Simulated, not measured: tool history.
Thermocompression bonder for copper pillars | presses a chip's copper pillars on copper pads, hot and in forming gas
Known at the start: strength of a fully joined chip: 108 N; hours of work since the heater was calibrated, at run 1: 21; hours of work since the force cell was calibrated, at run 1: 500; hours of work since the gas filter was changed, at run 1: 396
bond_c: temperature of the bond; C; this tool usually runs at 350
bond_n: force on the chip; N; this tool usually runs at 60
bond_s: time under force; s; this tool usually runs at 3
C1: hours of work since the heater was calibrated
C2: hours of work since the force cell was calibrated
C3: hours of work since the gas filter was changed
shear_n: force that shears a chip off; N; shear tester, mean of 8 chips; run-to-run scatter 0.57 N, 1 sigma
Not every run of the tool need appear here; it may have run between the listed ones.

run 1 hour=0.0 | bond_c=350 bond_n=60 bond_s=3 | C1=21 C2=500 C3=396 | shear_n=67.1
run 2 hour=12.4 | bond_c=350 bond_n=60 bond_s=3 | C1=29 C2=509 C3=405 | shear_n=66.8
run 3 hour=19.4 | bond_c=350 bond_n=60 bond_s=3 | C1=34 C2=514 C3=409 | shear_n=66.8
run 4 hour=27.6 | bond_c=350 bond_n=60 bond_s=3 | C1=40 C2=519 C3=415 | shear_n=66.5
run 5 hour=34.7 | bond_c=350 bond_n=60 bond_s=3 | C1=44 C2=524 C3=420 | shear_n=67.1
run 6 hour=46.0 | bond_c=350 bond_n=60 bond_s=3 | C1=52 C2=532 C3=427 | shear_n=66.6
run 7 hour=55.3 | bond_c=350 bond_n=60 bond_s=6 | C1=58 C2=538 C3=434 | shear_n=79.4
run 8 hour=63.5 | bond_c=350 bond_n=60 bond_s=2 | C1=64 C2=544 C3=439 | shear_n=59.1
run 9 hour=75.1 | bond_c=338 bond_n=60 bond_s=3 | C1=72 C2=552 C3=447 | shear_n=62.0
run 10 hour=81.2 | bond_c=338 bond_n=60 bond_s=3 | C1=76 C2=556 C3=451 | shear_n=62.3
run 11 hour=91.9 | bond_c=338 bond_n=60 bond_s=3 | C1=83 C2=563 C3=459 | shear_n=62.1
run 12 hour=104.7 | bond_c=338 bond_n=60 bond_s=3 | C1=92 C2=572 C3=467 | shear_n=61.1
run 13 hour=110.3 | bond_c=338 bond_n=60 bond_s=3 | C1=96 C2=575 C3=471 | shear_n=61.3
-- hour=113.3 heater calibrated with a thermocouple chip
run 14 hour=121.7 | bond_c=338 bond_n=60 bond_s=3 | C1=6 C2=582 C3=477 | shear_n=61.1
run 15 hour=130.1 | bond_c=338 bond_n=60 bond_s=3 | C1=11 C2=588 C3=483 | shear_n=60.2
-- hour=134.9 forming gas filter changed
run 16 hour=140.9 | bond_c=338 bond_n=60 bond_s=3 | C1=18 C2=595 C3=4 | shear_n=64.6
run 17 hour=152.0 | bond_c=338 bond_n=60 bond_s=3 | C1=26 C2=602 C3=12 | shear_n=64.4
-- hour=157.6 heater calibrated with a thermocouple chip, once more
run 18 hour=164.8 | bond_c=338 bond_n=43 bond_s=3 | C1=5 C2=609 C3=19 | shear_n=52.4
run 19 hour=171.8 | bond_c=338 bond_n=67 bond_s=3 | C1=10 C2=614 C3=24 | shear_n=70.0
run 20 hour=184.1 | bond_c=350 bond_n=60 bond_s=3 | C1=18 C2=623 C3=32 | shear_n=71.7
run 21 hour=191.7 | bond_c=350 bond_n=51 bond_s=3 | C1=23 C2=628 C3=37 | shear_n=65.0
run 22 hour=204.1 | bond_c=335 bond_n=75 bond_s=2 | C1=32 C2=636 C3=46 | shear_n=64.8
run 23 hour=216.7 | bond_c=335 bond_n=75 bond_s=4 | C1=40 C2=645 C3=54 | shear_n=77.3
run 24 hour=225.1 | bond_c=352 bond_n=41 bond_s=6 | C1=46 C2=651 C3=60 | shear_n=70.6
run 25 hour=232.0 | bond_c=366 bond_n=60 bond_s=4 | C1=51 C2=655 C3=65 | shear_n=83.4
run 26 hour=242.2 | bond_c=350 bond_n=60 bond_s=3 | C1=57 C2=662 C3=72 | shear_n=69.7
run 27 hour=251.8 | bond_c=350 bond_n=60 bond_s=3 | C1=64 C2=669 C3=78 | shear_n=70.5
run 28 hour=264.7 | bond_c=355 bond_n=89 bond_s=2 | C1=73 C2=677 C3=87 | shear_n=80.2
run 29 hour=273.7 | bond_c=355 bond_n=89 bond_s=2 | C1=79 C2=684 C3=93 | shear_n=80.0
run 30 hour=280.1 | bond_c=371 bond_n=75 bond_s=4 | C1=83 C2=688 C3=97 | shear_n=90.3
run 31 hour=288.9 | bond_c=358 bond_n=75 bond_s=7 | C1=89 C2=694 C3=103 | shear_n=94.3
run 32 hour=297.3 | bond_c=359 bond_n=49 bond_s=5 | C1=95 C2=700 C3=109 | shear_n=76.7
run 33 hour=309.6 | bond_c=359 bond_n=49 bond_s=5 | C1=103 C2=708 C3=117 | shear_n=76.6
run 34 hour=322.4 | bond_c=359 bond_n=49 bond_s=5 | C1=112 C2=717 C3=126 | shear_n=75.6
run 35 hour=330.0 | bond_c=336 bond_n=49 bond_s=3 | C1=117 C2=722 C3=131 | shear_n=56.0
run 36 hour=339.4 | bond_c=343 bond_n=74 bond_s=5 | C1=124 C2=728 C3=138 | shear_n=84.0
run 37 hour=352.1 | bond_c=343 bond_n=74 bond_s=5 | C1=132 C2=737 C3=146 | shear_n=84.4
run 38 hour=362.0 | bond_c=343 bond_n=74 bond_s=5 | C1=139 C2=744 C3=153 | shear_n=83.5
run 39 hour=371.7 | bond_c=343 bond_n=74 bond_s=5 | C1=146 C2=750 C3=160 | shear_n=83.5
run 40 hour=377.8 | bond_c=343 bond_n=74 bond_s=5 | C1=150 C2=754 C3=164 | shear_n=83.1
run 41 hour=385.1 | bond_c=343 bond_n=74 bond_s=5 | C1=155 C2=759 C3=169 | shear_n=83.6

Predict each of these 3 candidate next runs independently; none follows another, all start after run 41:
run A hour=392.1 | bond_c=379 bond_n=81 bond_s=5 | C1=159 C2=764 C3=174 | shear_n=?
run B hour=392.1 | bond_c=375 bond_n=54 bond_s=3 | C1=159 C2=764 C3=174 | shear_n=?
run C hour=392.1 | bond_c=335 bond_n=83 bond_s=5 | C1=159 C2=764 C3=174 | shear_n=?

run=A shear_n=96.8
run=B shear_n=76.8
run=C shear_n=83.4
With no hidden state in the tool, these same runs would have given:
run=A shear_n=98.4
run=B shear_n=77.4
run=C shear_n=84.4

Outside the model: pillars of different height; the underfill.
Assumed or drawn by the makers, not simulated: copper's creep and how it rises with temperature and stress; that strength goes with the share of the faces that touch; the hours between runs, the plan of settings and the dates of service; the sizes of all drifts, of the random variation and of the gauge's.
